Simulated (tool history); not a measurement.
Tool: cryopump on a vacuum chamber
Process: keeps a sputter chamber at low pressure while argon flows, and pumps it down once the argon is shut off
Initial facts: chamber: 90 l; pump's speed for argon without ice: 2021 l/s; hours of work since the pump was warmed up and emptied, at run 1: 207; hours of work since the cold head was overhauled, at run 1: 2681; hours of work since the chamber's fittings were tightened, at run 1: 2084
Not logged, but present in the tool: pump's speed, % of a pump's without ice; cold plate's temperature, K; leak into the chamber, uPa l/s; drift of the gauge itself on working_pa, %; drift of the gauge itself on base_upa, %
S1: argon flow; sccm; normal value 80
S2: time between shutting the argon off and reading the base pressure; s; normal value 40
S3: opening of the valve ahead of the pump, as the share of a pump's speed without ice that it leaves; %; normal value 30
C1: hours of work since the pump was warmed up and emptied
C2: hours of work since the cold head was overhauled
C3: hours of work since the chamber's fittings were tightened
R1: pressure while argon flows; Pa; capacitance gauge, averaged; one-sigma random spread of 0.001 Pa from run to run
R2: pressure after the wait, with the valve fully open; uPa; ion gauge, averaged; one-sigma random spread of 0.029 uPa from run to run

Run 1, hour 0: usual settings; C1 207; C2 2681; C3 2084. Result: R1 0.2296 Pa, R2 2.67 uPa.
Run 2, hour 67.7: usual settings; C1 257; C2 2732; C3 2135. Result: R1 0.2269 Pa, R2 2.62 uPa.
Run 3, hour 119: usual settings but S1 56 sccm; C1 296; C2 2770; C3 2173. Result: R1 0.1605 Pa, R2 2.72 uPa.
Run 4, hour 192: usual settings but S1 56 sccm; C1 351; C2 2825; C3 2228. Result: R1 0.1619 Pa, R2 2.68 uPa.
Run 5, hour 238: usual settings but S1 56 sccm, S2 94 s; C1 385; C2 2860; C3 2263. Result: R1 0.1623 Pa, R2 2.08 uPa.
Run 6, hour 317.1: usual settings but S1 56 sccm, S2 38 s; C1 445; C2 2919; C3 2322. Result: R1 0.1628 Pa, R2 2.88 uPa.
Run 7, hour 388.6: usual settings but S2 114 s; C1 498; C2 2973; C3 2376. Result: R1 0.2353 Pa, R2 2.03 uPa.
Run 8, hour 444.2: usual settings but S2 144 s; C1 540; C2 3015; C3 2417. Result: R1 0.2352 Pa, R2 2.01 uPa.
Run 9, hour 508.8: usual settings but S2 144 s; C1 589; C2 3063; C3 2466. Result: R1 0.2354 Pa, R2 2.03 uPa.
Run 10, hour 597.9: usual settings but S2 144 s; C1 656; C2 3130; C3 2533. Result: R1 0.2354 Pa, R2 2.1 uPa.
Run 11, hour 671.6: usual settings but S2 144 s; C1 711; C2 3186; C3 2588. Result: R1 0.2385 Pa, R2 2.26 uPa.
Run 12, hour 752.2: usual settings but S2 144 s; C1 772; C2 3246; C3 2649. Result: R1 0.2414 Pa, R2 2.32 uPa.
At hour 805.4: leaking fittings of the chamber tightened, without venting.
Run 13, hour 828.5: usual settings but S2 144 s; C1 827; C2 3302; C3 17. Result: R1 0.2408 Pa, R2 0.58 uPa.
Run 14, hour 864.5: usual settings but S2 144 s; C1 854; C2 3329; C3 44. Result: R1 0.2426 Pa, R2 0.61 uPa.
Run 15, hour 950.9: usual settings but S2 144 s; C1 919; C2 3394; C3 109. Result: R1 0.2438 Pa, R2 0.69 uPa.
Run 16, hour 1020.2: usual settings but S2 144 s; C1 971; C2 3446; C3 161. Result: R1 0.2459 Pa, R2 0.71 uPa.
Run 17, hour 1088.9: usual settings but S1 72 sccm, S2 144 s; C1 1023; C2 3497; C3 213. Result: R1 0.2215 Pa, R2 0.73 uPa.
Run 18, hour 1166.5: usual settings but S1 72 sccm, S2 144 s; C1 1081; C2 3556; C3 271. Result: R1 0.2249 Pa, R2 0.79 uPa.
Run 19, hour 1243.1: usual settings but S1 84 sccm, S2 74 s, S3 58 %; C1 1139; C2 3613; C3 329. Result: R1 0.1497 Pa, R2 1.16 uPa.
At hour 1297.5: pump warmed up, emptied and cooled again.
Run 20, hour 1300.2: usual settings but S1 44 sccm, S2 138 s, S3 17 %; C1 2; C2 3652; C3 368. Result: R1 0.2181 Pa, R2 0.73 uPa.
Run 21, hour 1341.1: usual settings but S1 44 sccm, S2 138 s, S3 17 %; C1 33; C2 3683; C3 399. Result: R1 0.2188 Pa, R2 0.76 uPa.
Run 22, hour 1423.3: usual settings but S1 65 sccm, S2 226 s, S3 32 %; C1 95; C2 3745; C3 460. Result: R1 0.1729 Pa, R2 0.69 uPa.
Run 23, hour 1471.9: usual settings but S1 126 sccm, S2 226 s, S3 38 %; C1 131; C2 3781; C3 497. Result: R1 0.2837 Pa, R2 0.72 uPa.
Run 24, hour 1549.6: usual settings but S1 146 sccm, S2 24 s; C1 189; C2 3840; C3 555. Result: R1 0.4195 Pa, R2 2.6 uPa.
Run 25, hour 1620.8: usual settings but S1 146 sccm, S2 24 s; C1 243; C2 3893; C3 609. Result: R1 0.4159 Pa, R2 2.63 uPa.
Run 26, hour 1698.6: usual settings but S1 146 sccm, S2 24 s; C1 301; C2 3952; C3 667. Result: R1 0.4197 Pa, R2 2.72 uPa.
Run 27, hour 1745.9: usual settings but S1 146 sccm, S2 24 s; C1 337; C2 3987; C3 703. Result: R1 0.4201 Pa, R2 2.76 uPa.
Run 28, hour 1820.8: usual settings but S1 77 sccm, S2 108 s, S3 25 %; C1 393; C2 4043; C3 759. Result: R1 0.2693 Pa, R2 1.13 uPa.
Run 29, hour 1903.9: usual settings but S2 26 s, S3 28 %; C1 455; C2 4106; C3 821. Result: R1 0.2484 Pa, R2 2.63 uPa.
Run 30, hour 1957.4: usual settings but S2 185 s, S3 16 %; C1 496; C2 4146; C3 861. Result: R1 0.4276 Pa, R2 1.03 uPa.
Run 31, hour 2006.4: usual settings but S1 40 sccm, S2 27 s, S3 35 %; C1 532; C2 4183; C3 898. Result: R1 0.1019 Pa, R2 2.65 uPa.
Run 32, hour 2083.1: usual settings but S1 99 sccm, S3 19 %; C1 590; C2 4240; C3 956. Result: R1 0.4538 Pa, R2 2.06 uPa.
Run 33, hour 2158.4: usual settings but S1 99 sccm, S3 19 %; C1 647; C2 4297; C3 1012. Result: R1 0.4557 Pa, R2 2.07 uPa.
Run 34, hour 2206.8: usual settings but S1 99 sccm, S3 19 %; C1 683; C2 4333; C3 1049. Result: R1 0.4528 Pa, R2 2.14 uPa.

Pick out some run-to-run changes in R1. Of each, how much would a tool without hidden state show as well, from the settings, what came in and chance, and how much is left for the hidden state and any gauge scatter not in both results compared?
Run 19 -> 20: S1 84 -> 44, S2 74 -> 138, S3 58 -> 17, pump warmed up, emptied and cooled again. R1 +0.0684 Pa: hidden state -0.0274, all else +0.0958.
Run 27 -> 28: S1 146 -> 77, S2 24 -> 108, S3 30 -> 25. R1 -0.1508 Pa: hidden state -0.0056, all else -0.1452.
Run 29 -> 30: S2 26 -> 185, S3 28 -> 16. R1 +0.1792 Pa: hidden state +0.0008, all else +0.1784.
Run 30 -> 31: S1 80 -> 40, S2 185 -> 27, S3 16 -> 35. R1 -0.3257 Pa: hidden state -0.0049, all else -0.3208.
Run 31 -> 32: S1 40 -> 99, S2 27 -> 40, S3 35 -> 19. R1 +0.3519 Pa: hidden state +0.0103, all else +0.3416.
